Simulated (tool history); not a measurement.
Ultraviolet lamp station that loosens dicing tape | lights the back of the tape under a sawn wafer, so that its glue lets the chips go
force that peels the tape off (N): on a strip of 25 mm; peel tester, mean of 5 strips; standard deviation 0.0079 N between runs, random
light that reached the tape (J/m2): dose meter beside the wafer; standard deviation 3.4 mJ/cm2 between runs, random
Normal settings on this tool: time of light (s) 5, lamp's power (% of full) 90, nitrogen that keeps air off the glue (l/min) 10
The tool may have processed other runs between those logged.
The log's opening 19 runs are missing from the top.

run	day	time of light (s)	lamp's power (% of full)	nitrogen that keeps air off the glue (l/min)	hours of work of the lamp	hours of work since the window was cleaned	force that peels the tape off (N)	light that reached the tape (J/m2)
20	36.504	5	95	10	1264	180	0.638	3700
21	37.946	5	90	10	1284	200	0.709	3470
22	40.208	5	90	10	1315	231	0.748	3410
23	41.825	5	82	17	1338	254	0.650	3050
24	43.950	6	87	8	1367	283	0.729	3800
25	45.762	6	87	8	1392	308	0.718	3730
26	48.329	5	90	16	1428	344	0.635	3080
27	49.925	2	99	6	1450	366	2.418	1370
# day 50.888: window cleaned of glue's vapour
28	51.342	2	99	6	1469	6	2.207	1570
29	53.700	9	79	11	1502	39	0.296	5380
30	55.779	4	61	3	1531	68	2.335	1820
31	58.021	4	61	4	1562	99	2.249	1720
32	59.688	5	84	6	1586	122	1.132	3000
33	61.188	4	88	3	1606	143	1.883	2470
34	62.354	9	88	3	1623	159	0.770	5510
# day 63.462: lamp changed
35	63.662	3	65	18	3	177	1.046	2200
36	66.279	4	86	11	39	213	0.582	3780
37	68.333	2	76	5	68	242	2.237	1670
38	69.504	5	62	10	84	258	0.763	3360
39	71.400	5	90	13	110	284	0.324	4700
40	73.188	5	90	13	135	309	0.331	4670
41	75.196	4	83	13	163	337	0.652	3430
42	77.138	3	74	7	190	364	1.507	2230
# day 78.175: window cleaned of glue's vapour
43	78.379	6	79	10	207	3	0.313	5390

Branching from run 43: 4 alternative next runs. What would each branch give?
A	80.029	3	98	5	230	26	?	?
B	80.029	5	90	4	230	26	?	?
C	80.029	6	64	10	230	26	?	?
D	80.029	4	82	4	230	26	?	?

run	force that peels the tape off (N)	light that reached the tape (J/m2)
A	1.194	3290
B	0.758	5060
C	0.490	4260
D	1.162	3650
With the hidden condition removed and each run's random variation left untouched, the same runs would have given:
run	force that peels the tape off (N)	light that reached the tape (J/m2)
A	1.089	3540
B	0.672	5430
C	0.426	4590
D	1.059	3930
